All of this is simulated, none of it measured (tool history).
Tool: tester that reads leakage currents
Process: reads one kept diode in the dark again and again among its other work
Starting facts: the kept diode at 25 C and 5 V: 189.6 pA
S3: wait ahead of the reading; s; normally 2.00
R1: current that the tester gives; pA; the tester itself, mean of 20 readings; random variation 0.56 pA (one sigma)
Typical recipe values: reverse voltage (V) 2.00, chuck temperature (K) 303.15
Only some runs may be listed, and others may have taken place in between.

Run 1, hour 0.0: usual settings. Result: R1 200.60 pA.
Run 2, hour 77.3: usual settings but S3 2.82 s. Result: R1 201.91 pA.
Run 3, hour 157.3: usual settings but S3 2.82 s. Result: R1 201.95 pA.
Run 4, hour 196.4: usual settings but reverse voltage (V) 14.85. Result: R1 474.25 pA.
At hour 225.5: probe card cleaned and baked.
Run 5, hour 238.4: usual settings but reverse voltage (V) 14.85. Result: R1 440.29 pA.
Run 6, hour 275.6: usual settings but reverse voltage (V) 6.73. Result: R1 318.31 pA.
Run 7, hour 312.0: usual settings. Result: R1 195.11 pA.
Run 8, hour 376.8: usual settings. Result: R1 195.17 pA.
Run 9, hour 429.0: usual settings but reverse voltage (V) 1.43. Result: R1 171.03 pA.
Run 10, hour 489.3: usual settings but reverse voltage (V) 1.43. Result: R1 170.72 pA.
Run 11, hour 543.0: usual settings but reverse voltage (V) 1.43. Result: R1 170.33 pA.
Run 12, hour 605.8: usual settings but reverse voltage (V) 1.43. Result: R1 170.05 pA.
Run 13, hour 688.5: usual settings. Result: R1 195.18 pA.
Run 14, hour 765.8: usual settings. Result: R1 194.65 pA.
Run 15, hour 809.1: usual settings. Result: R1 193.63 pA.
Run 16, hour 858.1: usual settings. Result: R1 194.82 pA.
Run 17, hour 895.1: usual settings. Result: R1 194.96 pA.
Run 18, hour 981.6: usual settings but reverse voltage (V) 2.38. Result: R1 207.26 pA.
Run 19, hour 1040.9: usual settings but reverse voltage (V) 2.38. Result: R1 207.76 pA.
Run 20, hour 1109.7: usual settings but reverse voltage (V) 2.38. Result: R1 208.53 pA.
Run 21, hour 1153.3: usual settings but reverse voltage (V) 2.38. Result: R1 207.70 pA.
Run 22, hour 1212.4: usual settings but reverse voltage (V) 10.13, chuck temperature (K) 302.15, S3 0.72 s. Result: R1 348.65 pA.
Run 23, hour 1287.4: usual settings but reverse voltage (V) 8.31. Result: R1 343.53 pA.
Run 24, hour 1361.8: usual settings but reverse voltage (V) 8.59, S3 3.01 s. Result: R1 349.39 pA.
Run 25, hour 1398.8: usual settings but reverse voltage (V) 2.14, chuck temperature (K) 308.15, S3 0.41 s. Result: R1 304.23 pA.
Run 26, hour 1444.0: usual settings but reverse voltage (V) 2.14, chuck temperature (K) 308.15, S3 0.41 s. Result: R1 302.08 pA.
Run 27, hour 1487.7: usual settings but reverse voltage (V) 1.01, chuck temperature (K) 307.15, S3 1.06 s. Result: R1 204.56 pA.
Run 28, hour 1528.9: usual settings but chuck temperature (K) 301.15. Result: R1 161.44 pA.
Run 29, hour 1577.7: usual settings but chuck temperature (K) 301.15. Result: R1 160.83 pA.
Run 30, hour 1659.9: usual settings but chuck temperature (K) 299.15. Result: R1 135.26 pA.
Run 31, hour 1746.6: usual settings but reverse voltage (V) 16.05, S3 1.53 s. Result: R1 454.28 pA.
Run 32, hour 1825.5: usual settings but reverse voltage (V) 16.05, S3 1.53 s. Result: R1 455.85 pA.
At hour 1864.4: chuck's temperature calibrated.
Run 33, hour 1868.1: usual settings but reverse voltage (V) 16.05, S3 1.53 s. Result: R1 487.61 pA.
Run 34, hour 1933.5: usual settings but chuck temperature (K) 295.15, S3 3.41 s. Result: R1 102.18 pA.
Run 35, hour 2010.2: usual settings but chuck temperature (K) 295.15, S3 3.41 s. Result: R1 102.58 pA.
Run 36, hour 2071.7: usual settings but reverse voltage (V) 1.81, S3 1.77 s. Result: R1 196.12 pA.
Run 37, hour 2132.6: usual settings but chuck temperature (K) 305.15. Result: R1 241.18 pA.
Run 38, hour 2170.2: usual settings but chuck temperature (K) 305.15. Result: R1 241.65 pA.
Run 39, hour 2207.2: usual settings but chuck temperature (K) 305.15. Result: R1 240.07 pA.
Run 40, hour 2278.4: usual settings but chuck temperature (K) 309.15, S3 3.79 s. Result: R1 336.36 pA.
Run 41, hour 2366.3: usual settings but chuck temperature (K) 309.15, S3 3.79 s. Result: R1 336.39 pA.

Below, some changes in R1 between adjacent runs. For each, the amount present without the hidden state too (settings, incoming material, random variation) and the amount remaining for the hidden state with gauge scatter not shared by both compared results:
The tool's hidden condition here consists of: stray current of the dirty probe card, pA a volt; current scale over the true one, %; true chuck temperature over the reading, C; drift of the gauge itself on leakage_pa, %.
Run 3 -> 4: reverse voltage (V) 2.00 -> 14.85, S3 2.82 -> 2.00. R1 +272.30 pA: hidden state +20.36, all else +251.94.
Run 4 -> 5: probe card cleaned and baked. R1 -33.96 pA: hidden state -34.32, all else +0.36.
Run 30 -> 31: reverse voltage (V) 2.00 -> 16.05, chuck temperature (K) 299.15 -> 303.15, S3 2.00 -> 1.53. R1 +319.02 pA: hidden state -8.40, all else +327.42.
Run 32 -> 33: chuck's temperature calibrated. R1 +31.76 pA: hidden state +32.32, all else -0.56.
Run 33 -> 34: reverse voltage (V) 16.05 -> 2.00, chuck temperature (K) 303.15 -> 295.15, S3 1.53 -> 3.41. R1 -385.43 pA: hidden state -14.04, all else -371.39.
